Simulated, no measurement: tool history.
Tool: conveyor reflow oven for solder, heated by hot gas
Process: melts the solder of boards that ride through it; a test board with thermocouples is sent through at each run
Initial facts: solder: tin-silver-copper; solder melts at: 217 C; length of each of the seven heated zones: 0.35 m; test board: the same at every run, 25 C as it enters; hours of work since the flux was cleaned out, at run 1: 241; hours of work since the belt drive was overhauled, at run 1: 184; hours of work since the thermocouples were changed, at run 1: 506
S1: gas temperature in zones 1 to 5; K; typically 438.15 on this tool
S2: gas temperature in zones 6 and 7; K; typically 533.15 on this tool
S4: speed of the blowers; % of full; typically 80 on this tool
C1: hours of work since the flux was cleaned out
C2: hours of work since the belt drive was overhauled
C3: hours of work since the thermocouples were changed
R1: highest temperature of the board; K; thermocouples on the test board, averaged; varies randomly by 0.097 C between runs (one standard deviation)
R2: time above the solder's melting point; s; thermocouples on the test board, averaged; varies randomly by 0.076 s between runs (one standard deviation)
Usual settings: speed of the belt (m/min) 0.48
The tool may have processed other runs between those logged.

run 1 hour=0 | S1=438.15 S2=533.15 speed_of_the_belt_(m/min)=0.48 S4=80 | C1=241 C2=184 C3=506 | R1=521.47 R2=61.33
run 2 hour=23.5 | S1=438.15 S2=533.15 speed_of_the_belt_(m/min)=0.48 S4=80 | C1=252 C2=195 C3=517 | R1=521.34 R2=61.27
run 3 hour=39.8 | S1=438.15 S2=533.15 speed_of_the_belt_(m/min)=0.48 S4=80 | C1=259 C2=203 C3=524 | R1=521.17 R2=61.31
run 4 hour=66.4 | S1=438.15 S2=533.15 speed_of_the_belt_(m/min)=0.48 S4=80 | C1=272 C2=215 C3=537 | R1=521.09 R2=61.2
run 5 hour=80.6 | S1=438.15 S2=533.15 speed_of_the_belt_(m/min)=0.48 S4=80 | C1=279 C2=222 C3=544 | R1=520.95 R2=61.2
-- hour=92.7 flux residue cleaned out of gas plates and filters
run 6 hour=99.4 | S1=438.15 S2=533.15 speed_of_the_belt_(m/min)=0.387 S4=80 | C1=3 C2=228 C3=550 | R1=525.19 R2=82.86
run 7 hour=119.9 | S1=438.15 S2=533.15 speed_of_the_belt_(m/min)=0.48 S4=80 | C1=13 C2=238 C3=560 | R1=520.57 R2=60.24
run 8 hour=140.7 | S1=438.15 S2=533.15 speed_of_the_belt_(m/min)=0.48 S4=59 | C1=22 C2=247 C3=569 | R1=517.83 R2=56.45
run 9 hour=156.3 | S1=438.15 S2=533.15 speed_of_the_belt_(m/min)=0.48 S4=59 | C1=30 C2=255 C3=577 | R1=517.74 R2=56.46
run 10 hour=172.2 | S1=438.15 S2=533.15 speed_of_the_belt_(m/min)=0.445 S4=80 | C1=37 C2=262 C3=584 | R1=522.23 R2=67.58
run 11 hour=198.9 | S1=438.15 S2=533.15 speed_of_the_belt_(m/min)=0.445 S4=80 | C1=50 C2=275 C3=597 | R1=522.02 R2=67.48
-- hour=212.5 thermocouples of zones 6 and 7 changed
-- hour=229.1 flux residue cleaned out of gas plates and filters, once more
run 12 hour=237.8 | S1=438.15 S2=544.15 speed_of_the_belt_(m/min)=0.48 S4=80 | C1=4 C2=290 C3=10 | R1=534.09 R2=71.07
run 13 hour=263.3 | S1=438.15 S2=544.15 speed_of_the_belt_(m/min)=0.48 S4=80 | C1=16 C2=301 C3=21 | R1=534.21 R2=70.98
run 14 hour=280.5 | S1=448.15 S2=530.15 speed_of_the_belt_(m/min)=0.459 S4=71 | C1=24 C2=310 C3=29 | R1=522.08 R2=69.75
run 15 hour=312.5 | S1=448.15 S2=530.15 speed_of_the_belt_(m/min)=0.459 S4=71 | C1=39 C2=325 C3=44 | R1=522.04 R2=69.7
run 16 hour=341.4 | S1=448.15 S2=530.15 speed_of_the_belt_(m/min)=0.459 S4=71 | C1=53 C2=338 C3=58 | R1=521.79 R2=69.67
run 17 hour=357.8 | S1=438.15 S2=533.15 speed_of_the_belt_(m/min)=0.381 S4=80 | C1=60 C2=346 C3=66 | R1=528.02 R2=88.17
run 18 hour=373.4 | S1=438.15 S2=533.15 speed_of_the_belt_(m/min)=0.431 S4=80 | C1=68 C2=353 C3=73 | R1=525.8 R2=74.43
run 19 hour=394 | S1=438.15 S2=533.15 speed_of_the_belt_(m/min)=0.431 S4=80 | C1=77 C2=363 C3=83 | R1=525.9 R2=74.54
run 20 hour=415.5 | S1=438.15 S2=537.15 speed_of_the_belt_(m/min)=0.51 S4=88 | C1=87 C2=373 C3=93 | R1=526.5 R2=61.89
run 21 hour=448.5 | S1=430.15 S2=524.15 speed_of_the_belt_(m/min)=0.51 S4=88 | C1=103 C2=388 C3=108 | R1=513.21 R2=48.03
run 22 hour=482.1 | S1=446.15 S2=533.15 speed_of_the_belt_(m/min)=0.437 S4=71 | C1=118 C2=404 C3=124 | R1=525.37 R2=75.61
run 23 hour=508.2 | S1=446.15 S2=543.15 speed_of_the_belt_(m/min)=0.403 S4=71 | C1=131 C2=416 C3=136 | R1=536.36 R2=90.75
run 24 hour=542.3 | S1=438.15 S2=528.15 speed_of_the_belt_(m/min)=0.521 S4=62 | C1=147 C2=432 C3=152 | R1=514.19 R2=48.32
run 25 hour=572 | S1=438.15 S2=528.15 speed_of_the_belt_(m/min)=0.521 S4=62 | C1=161 C2=446 C3=166 | R1=514 R2=48.17
run 26 hour=589 | S1=438.15 S2=528.15 speed_of_the_belt_(m/min)=0.521 S4=62 | C1=168 C2=454 C3=174 | R1=513.7 R2=48.12

What if the next run were any one of these 3? Each begins from the tool's condition after run 26:
run A hour=617.6 | S1=438.15 S2=533.15 speed_of_the_belt_(m/min)=0.522 S4=80 | C1=182 C2=467 C3=187 | R1=? R2=?
run B hour=617.6 | S1=438.15 S2=528.15 speed_of_the_belt_(m/min)=0.523 S4=82 | C1=182 C2=467 C3=187 | R1=? R2=?
run C hour=617.6 | S1=438.15 S2=547.15 speed_of_the_belt_(m/min)=0.515 S4=62 | C1=182 C2=467 C3=187 | R1=? R2=?

run=A R1=520.71 R2=55.61
run=B R1=516.4 R2=51.68
run=C R1=531.42 R2=63.54
With no hidden state in the tool, these same runs would have given:
run=A R1=521.23 R2=55.61
run=B R1=516.91 R2=51.82
run=C R1=531.88 R2=63.19
